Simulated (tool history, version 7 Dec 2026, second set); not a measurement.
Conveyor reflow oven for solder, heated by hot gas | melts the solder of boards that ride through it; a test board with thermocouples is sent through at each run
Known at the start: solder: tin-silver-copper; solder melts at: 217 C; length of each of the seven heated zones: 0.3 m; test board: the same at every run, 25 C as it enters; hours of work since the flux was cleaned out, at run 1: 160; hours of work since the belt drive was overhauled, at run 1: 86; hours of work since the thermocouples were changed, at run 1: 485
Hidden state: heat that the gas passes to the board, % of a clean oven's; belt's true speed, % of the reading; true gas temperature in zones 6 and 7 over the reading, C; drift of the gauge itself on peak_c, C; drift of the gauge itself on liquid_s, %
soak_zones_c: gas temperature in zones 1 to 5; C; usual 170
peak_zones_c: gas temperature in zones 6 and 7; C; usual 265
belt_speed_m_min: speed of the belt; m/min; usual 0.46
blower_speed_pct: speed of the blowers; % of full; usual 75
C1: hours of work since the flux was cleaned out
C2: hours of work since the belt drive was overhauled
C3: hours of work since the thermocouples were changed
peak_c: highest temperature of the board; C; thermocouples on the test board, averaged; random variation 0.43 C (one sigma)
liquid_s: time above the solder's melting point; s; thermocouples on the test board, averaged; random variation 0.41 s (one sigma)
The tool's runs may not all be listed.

Run 1, hour 0: usual settings; C1 160; C2 86; C3 485. Result: peak_c 245.3 C, liquid_s 49.9 s.
Run 2, hour 11.9: usual settings but soak_zones_c 162 C; C1 166; C2 92; C3 491. Result: peak_c 243.3 C, liquid_s 45.4 s.
Run 3, hour 18.4: usual settings but soak_zones_c 156 C; C1 169; C2 96; C3 494. Result: peak_c 242.3 C, liquid_s 42.8 s.
Run 4, hour 24.6: usual settings but soak_zones_c 156 C; C1 172; C2 99; C3 498. Result: peak_c 242.1 C, liquid_s 42.4 s.
Run 5, hour 36.1: usual settings but soak_zones_c 156 C; C1 178; C2 105; C3 504. Result: peak_c 241.7 C, liquid_s 42.2 s.
Run 6, hour 43.7: usual settings but blower_speed_pct 56 % of full; C1 182; C2 109; C3 507. Result: peak_c 240.6 C, liquid_s 44.5 s.
Run 7, hour 56.4: usual settings but soak_zones_c 171 C; C1 188; C2 115; C3 514. Result: peak_c 245 C, liquid_s 49.8 s.
Run 8, hour 67.3: usual settings; C1 194; C2 121; C3 519. Result: peak_c 244.7 C, liquid_s 49.2 s.
Run 9, hour 76.5: usual settings; C1 199; C2 125; C3 524. Result: peak_c 244.5 C, liquid_s 49.4 s.
Run 10, hour 87.6: usual settings; C1 204; C2 131; C3 530. Result: peak_c 245.6 C, liquid_s 49.9 s.
Run 11, hour 99.3: usual settings; C1 210; C2 137; C3 536. Result: peak_c 244.9 C, liquid_s 49.5 s.
Run 12, hour 109.7: usual settings but soak_zones_c 183 C, peak_zones_c 259 C, belt_speed_m_min 0.454 m/min, blower_speed_pct 72 % of full; C1 216; C2 142; C3 541. Result: peak_c 242.7 C, liquid_s 53.9 s.
Run 13, hour 120.1: usual settings but soak_zones_c 157 C, belt_speed_m_min 0.495 m/min, blower_speed_pct 76 % of full; C1 221; C2 148; C3 546. Result: peak_c 239.5 C, liquid_s 36.2 s.
Run 14, hour 131.6: usual settings but soak_zones_c 163 C, peak_zones_c 271 C, belt_speed_m_min 0.495 m/min, blower_speed_pct 76 % of full; C1 227; C2 154; C3 552. Result: peak_c 245.1 C, liquid_s 43.8 s.
Run 15, hour 146.5: usual settings but soak_zones_c 163 C, peak_zones_c 271 C, belt_speed_m_min 0.495 m/min, blower_speed_pct 53 % of full; C1 235; C2 161; C3 560. Result: peak_c 239.8 C, liquid_s 37 s.
Run 16, hour 160.2: usual settings but belt_speed_m_min 0.391 m/min; C1 242; C2 168; C3 567. Result: peak_c 249.4 C, liquid_s 66.5 s.
Run 17, hour 173.4: usual settings but soak_zones_c 179 C, peak_zones_c 260 C, belt_speed_m_min 0.447 m/min, blower_speed_pct 90 % of full; C1 248; C2 175; C3 574. Result: peak_c 245.8 C, liquid_s 55.9 s.
Run 18, hour 183.6: usual settings but soak_zones_c 168 C, belt_speed_m_min 0.461 m/min; C1 253; C2 180; C3 579. Result: peak_c 243.4 C, liquid_s 47.9 s.
Run 19, hour 198.5: usual settings but peak_zones_c 263 C, belt_speed_m_min 0.417 m/min, blower_speed_pct 71 % of full; C1 261; C2 188; C3 587. Result: peak_c 246.5 C, liquid_s 57 s.
Run 20, hour 207.6: usual settings but soak_zones_c 159 C; C1 266; C2 192; C3 591. Result: peak_c 242.4 C, liquid_s 43.7 s.

Forecast each of these 4 alternatives for the next run:
Run A, hour 214.9: usual settings but soak_zones_c 172 C; C1 269; C2 196; C3 595. Result: peak_c ?, liquid_s ?.
Run B, hour 214.9: usual settings but soak_zones_c 159 C, peak_zones_c 267 C; C1 269; C2 196; C3 595. Result: peak_c ?, liquid_s ?.
Run C, hour 214.9: usual settings but belt_speed_m_min 0.473 m/min, blower_speed_pct 83 % of full; C1 269; C2 196; C3 595. Result: peak_c ?, liquid_s ?.
Run D, hour 214.9: usual settings but peak_zones_c 279 C, blower_speed_pct 59 % of full; C1 269; C2 196; C3 595. Result: peak_c ?, liquid_s ?.

run  peak_c  liquid_s
  A   245.7      51.1
  B   243.7      45.1
  C   245.6        48
  D   252.3      55.7
Without the tool's hidden state the same runs would have given:
run  peak_c  liquid_s
  A   247.4      52.9
  B   245.6      47.1
  C   247.4      49.8
  D     254      57.1

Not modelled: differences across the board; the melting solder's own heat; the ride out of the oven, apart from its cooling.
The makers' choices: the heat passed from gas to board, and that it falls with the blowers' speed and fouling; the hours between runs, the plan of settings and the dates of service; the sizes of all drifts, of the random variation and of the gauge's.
